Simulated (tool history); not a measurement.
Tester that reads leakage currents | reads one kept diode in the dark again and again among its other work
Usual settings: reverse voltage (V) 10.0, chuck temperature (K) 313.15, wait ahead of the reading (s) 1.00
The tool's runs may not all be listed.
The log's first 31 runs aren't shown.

run	hour	reverse voltage (V)	chuck temperature (K)	wait ahead of the reading (s)	current that the tester gives (pA)
32	2736.9	10.0	295.15	6.75	19.09
33	2787.8	19.9	295.15	1.49	33.45
34	2865.7	5.3	324.15	7.62	107.40
# hour 2962.3: chuck's temperature calibrated
35	2983.5	5.3	315.15	8.48	50.86
36	3044.4	10.4	298.15	4.27	23.78
37	3109.9	7.2	306.15	0.59	34.69
38	3228.7	9.5	305.15	0.59	40.27
39	3312.4	9.5	305.15	0.59	40.73

Forecast each of these 5 alternatives for the next run:
A	3405.2	13.2	313.15	0.38	?
B	3405.2	1.0	314.15	0.56	?
C	3405.2	9.5	305.15	3.16	?
D	3405.2	9.5	305.15	0.59	?
E	3405.2	11.2	300.15	0.31	?

run	current that the tester gives (pA)
A	89.64
B	18.14
C	38.82
D	41.41
E	37.53
Without the tool's hidden state the same runs would have given:
run	current that the tester gives (pA)
A	77.35
B	16.74
C	30.77
D	33.34
E	28.68
